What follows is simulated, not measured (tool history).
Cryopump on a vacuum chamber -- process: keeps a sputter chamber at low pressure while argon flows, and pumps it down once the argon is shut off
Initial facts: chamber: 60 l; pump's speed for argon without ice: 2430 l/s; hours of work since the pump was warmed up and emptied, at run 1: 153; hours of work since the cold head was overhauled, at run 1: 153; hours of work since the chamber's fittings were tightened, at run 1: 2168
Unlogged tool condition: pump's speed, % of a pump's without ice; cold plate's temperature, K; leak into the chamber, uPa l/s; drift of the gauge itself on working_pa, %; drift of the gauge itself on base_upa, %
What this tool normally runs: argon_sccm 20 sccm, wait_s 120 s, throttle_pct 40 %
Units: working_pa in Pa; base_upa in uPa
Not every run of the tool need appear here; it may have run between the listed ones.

run	hour	argon_sccm	wait_s	throttle_pct	hours of work since the pump was warmed up and emptied	hours of work since the cold head was overhauled	hours of work since the chamber's fittings were tightened	working_pa	base_upa
1	0.0	20	120	40	153	153	2168	0.0363	1.03
2	20.4	20	120	40	164	164	2180	0.0361	1.04
3	41.3	20	120	40	176	176	2191	0.0361	1.04
4	72.2	20	120	40	193	193	2209	0.0356	1.09
5	101.8	20	120	40	210	210	2225	0.0346	1.07
6	125.4	20	120	40	223	223	2238	0.0356	1.05
7	143.6	20	120	40	233	233	2249	0.0359	1.13
8	164.0	20	120	40	244	244	2260	0.0354	1.04
9	183.8	20	22	40	256	256	2271	0.0367	2.66
10	211.5	20	22	40	271	271	2286	0.0359	2.63
11	227.8	20	22	40	280	280	2296	0.0365	2.69
12	245.5	20	22	40	290	290	2305	0.0362	2.76
13	275.0	20	40	40	306	306	2322	0.0355	1.81
14	302.5	20	40	40	322	322	2337	0.0372	1.85
15	328.7	20	120	40	336	336	2352	0.0358	1.11
16	352.9	20	120	40	350	350	2365	0.0370	1.15
17	375.1	20	120	40	362	362	2378	0.0370	1.13
18	388.0	16	41	41	369	369	2385	0.0285	1.89
19	411.8	20	88	56	383	383	2398	0.0271	1.29
20	425.0	17	127	24	390	390	2406	0.0517	1.15
21	441.3	33	127	37	399	399	2415	0.0653	1.16
22	456.2	38	120	32	408	408	2423	0.0876	1.15
23	478.0	9	240	40	420	420	2435	0.0162	1.01
24	497.8	15	30	40	431	431	2446	0.0275	2.21
25	515.0	15	30	40	440	440	2456	0.0284	2.27
26	540.5	15	30	40	455	455	2470	0.0270	2.26
27	561.3	29	188	57	466	466	2482	0.0405	1.05
28	579.0	30	129	24	476	476	2492	0.0916	1.21
29	594.4	29	120	52	485	485	2500	0.0429	1.19
30	623.0	17	65	26	501	501	2516	0.0486	1.57
31	639.6	9	68	40	510	510	2525	0.0179	1.53
32	656.4	12	236	40	519	519	2535	0.0221	1.08
33	670.4	9	46	41	527	527	2543	0.0163	1.78
34	690.0	9	46	41	538	538	2554	0.0163	1.84

3 ways to go on from here, each from the tool as it stands after run 34. What would each give?
A	703.6	9	27	53	546	546	2561	?	?
B	703.6	16	46	52	546	546	2561	?	?
C	703.6	20	36	41	546	546	2561	?	?

run	working_pa	base_upa
A	0.0137	2.49
B	0.0243	1.84
C	0.0379	2.12
Had the tool no hidden state, the same runs would have come out as:
run	working_pa	base_upa
A	0.0123	1.71
B	0.0217	1.07
C	0.0346	1.33
